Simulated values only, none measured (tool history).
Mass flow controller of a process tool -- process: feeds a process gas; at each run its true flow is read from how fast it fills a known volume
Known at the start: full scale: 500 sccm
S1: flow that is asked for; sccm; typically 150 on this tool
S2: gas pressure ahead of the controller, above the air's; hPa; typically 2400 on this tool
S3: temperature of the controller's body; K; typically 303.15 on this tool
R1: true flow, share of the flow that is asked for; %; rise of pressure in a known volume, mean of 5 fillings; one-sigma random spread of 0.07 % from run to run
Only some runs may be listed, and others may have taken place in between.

run	hour	S1	S2	S3	R1
1	0	150	2400	303.15	96.1
2	156.1	150	2400	303.15	96.08
3	349.7	80	2400	303.15	94.4
4	553.2	150	2400	295.15	96.55
5	704	150	2400	295.15	96.47
6	922.1	150	2400	295.15	96.21
7	1125.2	418	2400	295.15	98.5
8	1356.6	418	2400	295.15	98.29
9	1455.1	150	2400	298.15	95.96
10	1572.7	150	2400	298.15	95.94
11	1710.7	150	2400	298.15	95.88
12	1916.4	150	2400	303.15	95.51
13	2011.9	150	2400	303.15	95.5
14	2230.7	269	2400	303.15	96.73
15	2374.6	150	2690	303.15	95.24
16	2603.9	150	2330	303.15	95.38
17	2811.3	150	2330	303.15	95.27
18	2919.3	150	2330	303.15	95.2
19	3015.4	150	2330	303.15	95.27
20	3189.7	58	2400	303.15	91.2
21	3385.6	150	2310	303.15	95.23
# hour 3543: controller's zero set anew
22	3575.5	150	2310	303.15	97.42
23	3693.5	150	1890	303.15	97.38
24	3854.2	150	1890	303.15	97.46
25	4072.2	427	1880	308.15	98.23
26	4265.6	154	1520	300.15	97.5
27	4411.1	52	2220	306.15	96.11
28	4623.7	52	2220	306.15	95.84
29	4815.3	52	1820	306.15	95.82
30	5041.1	89	1820	299.15	96.7
31	5195.7	73	1770	310.15	95.81
32	5326	195	2180	296.15	97.44
33	5502.4	150	2400	301.15	96.85
34	5646.6	85	1540	298.15	96.5
35	5841.3	272	1700	298.15	97.85
36	5950.2	272	1700	298.15	97.71
37	6079.4	323	2050	298.15	97.93
38	6277.7	107	2670	307.15	95.59
39	6422.8	107	2670	307.15	95.52
40	6640.4	359	2490	311.15	97.02
41	6804.8	70	2400	299.15	94.99
42	6994.1	276	1810	297.15	97.61
43	7156	276	1810	297.15	97.68
44	7382.9	260	1420	294.15	97.72
45	7594.8	260	1420	310.15	96.71
46	7690.6	260	1420	310.15	96.79
47	7811.9	260	1420	310.15	96.66
48	7906.4	260	1420	310.15	96.7

Predict each of these 3 candidate next runs independently; none follows another, all start after run 48:
A	8038.4	62	1670	303.15	?
B	8038.4	150	1910	309.15	?
C	8038.4	320	1790	294.15	?

run	R1
A	93.83
B	95.56
C	98.04
Without the tool's unlogged condition, the same runs would have read:
run	R1
A	98.02
B	97.98
C	99.8
